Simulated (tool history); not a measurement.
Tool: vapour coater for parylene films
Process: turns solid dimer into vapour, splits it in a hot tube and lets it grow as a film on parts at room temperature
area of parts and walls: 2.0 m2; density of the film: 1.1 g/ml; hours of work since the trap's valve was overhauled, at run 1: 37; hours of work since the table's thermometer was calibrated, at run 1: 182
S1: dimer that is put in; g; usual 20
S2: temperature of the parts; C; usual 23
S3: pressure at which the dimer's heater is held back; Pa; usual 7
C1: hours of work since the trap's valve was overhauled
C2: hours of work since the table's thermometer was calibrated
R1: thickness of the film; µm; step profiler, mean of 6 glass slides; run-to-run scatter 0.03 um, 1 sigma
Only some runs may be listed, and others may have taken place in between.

{"run": 1, "hour": 0.0, "S1": 20, "S2": 23, "S3": 7, "C1": 37, "C2": 182, "R1": 4.91}
{"run": 2, "hour": 27.6, "S1": 9, "S2": 23, "S3": 7, "C1": 55, "C2": 201, "R1": 2.21}
{"run": 3, "hour": 52.0, "S1": 9, "S2": 23, "S3": 7, "C1": 72, "C2": 217, "R1": 2.22}
{"run": 4, "hour": 75.0, "S1": 9, "S2": 23, "S3": 2.47, "C1": 88, "C2": 233, "R1": 2.54}
{"run": 5, "hour": 100.4, "S1": 9, "S2": 23, "S3": 10.44, "C1": 105, "C2": 251, "R1": 2.09}
{"run": 6, "hour": 130.7, "S1": 9, "S2": 23, "S3": 10.44, "C1": 126, "C2": 271, "R1": 2.07}
{"run": 7, "hour": 147.1, "S1": 9, "S2": 23, "S3": 10.44, "C1": 137, "C2": 282, "R1": 2.05}
{"run": 8, "hour": 170.9, "S1": 20, "S2": 23, "S3": 7, "C1": 153, "C2": 299, "R1": 4.82}
{"run": 9, "hour": 188.5, "S1": 20, "S2": 23, "S3": 7, "C1": 165, "C2": 311, "R1": 4.84}
{"run": 10, "hour": 210.7, "S1": 20, "S2": 23, "S3": 7, "C1": 181, "C2": 326, "R1": 4.73}
{"run": 11, "hour": 230.0, "S1": 20, "S2": 23, "S3": 7, "C1": 194, "C2": 339, "R1": 4.83}
{"run": 12, "hour": 254.0, "S1": 20, "S2": 23, "S3": 7, "C1": 210, "C2": 355, "R1": 4.78}
{"run": 13, "hour": 275.3, "S1": 20, "S2": 23, "S3": 7, "C1": 225, "C2": 370, "R1": 4.73}
{"run": 14, "hour": 294.9, "S1": 20, "S2": 23, "S3": 2.52, "C1": 238, "C2": 383, "R1": 5.43}
{"run": 15, "hour": 314.3, "S1": 20, "S2": 23, "S3": 2.52, "C1": 251, "C2": 397, "R1": 5.42}
{"run": 16, "hour": 337.1, "S1": 20, "S2": 23, "S3": 7, "C1": 267, "C2": 412, "R1": 4.71}
{"run": 17, "hour": 363.8, "S1": 20, "S2": 19, "S3": 7, "C1": 285, "C2": 430, "R1": 5.59}
{"run": 18, "hour": 382.7, "S1": 20, "S2": 19, "S3": 7, "C1": 298, "C2": 443, "R1": 5.63}
{"run": 19, "hour": 399.0, "S1": 20, "S2": 19, "S3": 4.11, "C1": 309, "C2": 454, "R1": 6.03}
{"run": 20, "hour": 427.7, "S1": 20, "S2": 19, "S3": 4.11, "C1": 329, "C2": 474, "R1": 6}
{"run": 21, "hour": 449.0, "S1": 20, "S2": 19, "S3": 4.11, "C1": 343, "C2": 489, "R1": 6.01}
{"run": 22, "hour": 474.2, "S1": 18, "S2": 23, "S3": 7, "C1": 361, "C2": 506, "R1": 4.12}
{"run": 23, "hour": 502.9, "S1": 18, "S2": 23, "S3": 7, "C1": 380, "C2": 525, "R1": 4.15}
{"hour": 525.8, "done": "trap's valve overhauled"}
{"run": 24, "hour": 530.0, "S1": 27, "S2": 23, "S3": 7, "C1": 3, "C2": 541, "R1": 5.88}
{"run": 25, "hour": 556.7, "S1": 27, "S2": 23, "S3": 7, "C1": 21, "C2": 560, "R1": 5.93}
{"run": 26, "hour": 577.9, "S1": 29, "S2": 19, "S3": 7, "C1": 36, "C2": 574, "R1": 7.63}
{"run": 27, "hour": 608.5, "S1": 29, "S2": 19, "S3": 7, "C1": 57, "C2": 595, "R1": 7.62}
{"run": 28, "hour": 633.4, "S1": 20, "S2": 31, "S3": 3.5, "C1": 73, "C2": 612, "R1": 3.33}
{"hour": 652.7, "done": "trap's valve overhauled, once more"}
{"run": 29, "hour": 652.7, "S1": 21, "S2": 23, "S3": 4.47, "C1": 0, "C2": 622, "R1": 5.5}
{"run": 30, "hour": 671.2, "S1": 19, "S2": 23, "S3": 4.86, "C1": 13, "C2": 635, "R1": 4.95}
{"run": 31, "hour": 694.0, "S1": 19, "S2": 23, "S3": 4.86, "C1": 28, "C2": 651, "R1": 4.92}
{"run": 32, "hour": 722.0, "S1": 11, "S2": 26, "S3": 6.18, "C1": 47, "C2": 670, "R1": 2.38}
{"run": 33, "hour": 747.6, "S1": 16, "S2": 34, "S3": 7, "C1": 65, "C2": 687, "R1": 2.34}
{"run": 34, "hour": 772.4, "S1": 24, "S2": 26, "S3": 9.97, "C1": 82, "C2": 704, "R1": 4.86}
{"run": 35, "hour": 807.3, "S1": 35, "S2": 23, "S3": 7, "C1": 106, "C2": 728, "R1": 8.39}
{"run": 36, "hour": 836.5, "S1": 27, "S2": 23, "S3": 7, "C1": 126, "C2": 748, "R1": 6.55}
{"run": 37, "hour": 863.9, "S1": 27, "S2": 23, "S3": 7, "C1": 144, "C2": 767, "R1": 6.46}
{"run": 38, "hour": 884.8, "S1": 17, "S2": 31, "S3": 7, "C1": 159, "C2": 781, "R1": 2.81}
{"run": 39, "hour": 913.8, "S1": 17, "S2": 15, "S3": 4.23, "C1": 178, "C2": 801, "R1": 6.27}
{"run": 40, "hour": 939.3, "S1": 13, "S2": 32, "S3": 11.81, "C1": 196, "C2": 818, "R1": 1.93}
{"run": 41, "hour": 973.9, "S1": 13, "S2": 32, "S3": 11.81, "C1": 219, "C2": 842, "R1": 1.88}
{"run": 42, "hour": 1002.0, "S1": 13, "S2": 32, "S3": 11.81, "C1": 239, "C2": 861, "R1": 1.89}
{"run": 43, "hour": 1020.5, "S1": 22, "S2": 27, "S3": 7.11, "C1": 251, "C2": 874, "R1": 4.24}
{"run": 44, "hour": 1034.6, "S1": 22, "S2": 20, "S3": 7.11, "C1": 261, "C2": 883, "R1": 5.95}
{"run": 45, "hour": 1055.5, "S1": 9, "S2": 20, "S3": 6.59, "C1": 275, "C2": 897, "R1": 2.41}
{"run": 46, "hour": 1078.4, "S1": 9, "S2": 20, "S3": 6.59, "C1": 291, "C2": 913, "R1": 2.41}
{"run": 47, "hour": 1096.4, "S1": 28, "S2": 29, "S3": 3.26, "C1": 303, "C2": 925, "R1": 5.5}
{"run": 48, "hour": 1114.2, "S1": 20, "S2": 16, "S3": 8.11, "C1": 315, "C2": 938, "R1": 6.27}

Entry by entry between the runs, the difference in hidden state between the last listed run before and the first listed run after:
Between runs 23 and 24: trap's valve overhauled (hour 525.8)
  vapour lost through the trap's worn valve, %: 8.2 -> 12.1; true temperature of the parts over the reading, C: 0.24 -> 0.25
  measured minus no-state result, R1: -0.42 -> -0.88 µm
Between runs 28 and 29: trap's valve overhauled, once more (hour 652.7)
  vapour lost through the trap's worn valve, %: 13.5 -> 0.5; true temperature of the parts over the reading, C: 0.27 -> 0.28
  measured minus no-state result, R1: -0.57 -> -0.1 µm
